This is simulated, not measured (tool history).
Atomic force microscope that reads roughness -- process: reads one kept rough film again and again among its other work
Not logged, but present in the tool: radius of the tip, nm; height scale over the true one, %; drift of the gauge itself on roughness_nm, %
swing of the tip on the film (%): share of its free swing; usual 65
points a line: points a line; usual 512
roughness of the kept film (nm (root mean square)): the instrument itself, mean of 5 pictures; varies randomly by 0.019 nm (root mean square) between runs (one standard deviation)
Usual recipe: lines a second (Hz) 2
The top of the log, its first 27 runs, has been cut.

run    hour  lines a second (Hz)  swing of the tip on the film (%)  points a line  pictures with this tip  hours of work since the height scale was calibrated  roughness of the kept film (nm (root mean square))
 28  1109.2                 1.07                                82            308                      59                                                 1428                                               2.771
     1134.8  -- new tip fitted
 29  1142.9                  0.8                                61            308                       8                                                 1447                                               4.224
 30  1175.4                 0.69                                61            308                      42                                                 1465                                               3.195
 31  1210.5                    2                                76            645                      79                                                 1485                                               2.423
     1219.2  -- new tip fitted
 32  1268.7                    2                                76            645                      52                                                 1518                                               2.832
     1302.4  -- new tip fitted
 33  1312.9                 3.49                                76            268                      11                                                 1543                                               3.588
 34  1356.3                 3.26                                65            921                      56                                                 1568                                               2.764
     1385.3  -- new tip fitted
 35  1386.5                 3.26                                65            921                       1                                                 1585                                               4.316
 36  1432.7                  1.6                                65            352                      50                                                 1611                                                2.97
 37  1460.6                    2                                74            512                      79                                                 1627                                               2.415
     1469.7  -- new tip fitted
 38  1500.7                 0.69                                69            386                      32                                                 1649                                               3.398
 39  1550.1                 3.28                                77            284                      84                                                 1677                                                2.23
     1553.2  -- new tip fitted
 40  1602.4                 3.65                                82            325                      51                                                 1707                                               2.595
     1637.8  -- new tip fitted
 41  1637.9                 0.79                                88            302                       0                                                 1727                                                4.31
 42    1673                    2                                74            866                      36                                                 1747                                                3.21
 43  1707.2                    2                                75            512                      72                                                 1766                                               2.541
     1722.9  -- new tip fitted
 44    1741                    2                                75            512                      19                                                 1785                                               3.575
 45  1779.5                 3.92                                56            570                      59                                                 1807                                               2.842

5 options for the next run, each taken on its own from the tool as it stands now. Forecast them:
     1807.4  -- new tip fitted
  A  1834.6                 2.58                                70            629                      28                                                 1838                                                   ?
     1807.4  -- new tip fitted
  B  1834.6                  0.7                                86            872                      28                                                 1838                                                   ?
     1807.4  -- new tip fitted
  C  1834.6                 1.28                                56            570                      28                                                 1838                                                   ?
     1807.4  -- new tip fitted
  D  1834.6                 3.92                                73            570                      28                                                 1838                                                   ?
     1807.4  -- new tip fitted
  E  1834.6                 1.09                                65            597                      28                                                 1838                                                   ?

run  roughness of the kept film (nm (root mean square))
  A                                               3.318
  B                                               3.412
  C                                               3.523
  D                                                3.19
  E                                               3.472
Take away the tool's hidden state, keep each run's random variation, and the runs would have read:
run  roughness of the kept film (nm (root mean square))
  A                                               4.407
  B                                               4.533
  C                                                4.68
  D                                               4.236
  E                                               4.612
